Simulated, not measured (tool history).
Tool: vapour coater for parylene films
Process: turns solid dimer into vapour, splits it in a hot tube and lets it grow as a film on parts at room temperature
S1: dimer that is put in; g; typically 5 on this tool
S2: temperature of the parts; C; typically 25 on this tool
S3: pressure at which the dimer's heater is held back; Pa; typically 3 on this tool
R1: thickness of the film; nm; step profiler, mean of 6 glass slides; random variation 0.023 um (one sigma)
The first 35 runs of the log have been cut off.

run 36 day=90.067 | S1=8 S2=20 S3=3.02 | R1=2300
run 37 day=92.479 | S1=8 S2=20 S3=7.5 | R1=1860
run 38 day=95.583 | S1=5 S2=21 S3=3 | R1=1380
run 39 day=98.138 | S1=2 S2=20 S3=8.79 | R1=420
run 40 day=100.925 | S1=3 S2=30 S3=6.59 | R1=510
run 41 day=104.338 | S1=3 S2=25 S3=2.92 | R1=730
run 42 day=106.296 | S1=5 S2=25 S3=5.41 | R1=1060
run 43 day=107.858 | S1=5 S2=25 S3=5.41 | R1=990
run 44 day=111.017 | S1=7 S2=24 S3=2.45 | R1=1750
run 45 day=113.592 | S1=7 S2=24 S3=2.45 | R1=1730
run 46 day=115.5 | S1=5 S2=31 S3=8.82 | R1=750
run 47 day=118.121 | S1=3 S2=25 S3=3.32 | R1=650

Predict each of these 3 candidate next runs independently; none follows another, all start after run 47:
-- day=120.779 trap's valve overhauled
run A day=121.354 | S1=3 S2=32 S3=6.19 | R1=?
-- day=120.779 trap's valve overhauled
run B day=121.354 | S1=5 S2=18 S3=3 | R1=?
-- day=120.779 trap's valve overhauled
run C day=121.354 | S1=4 S2=25 S3=3.32 | R1=?

run=A R1=560
run=B R1=1600
run=C R1=1020
With no hidden state in the tool, these same runs would have given:
run=A R1=570
run=B R1=1630
run=C R1=1040
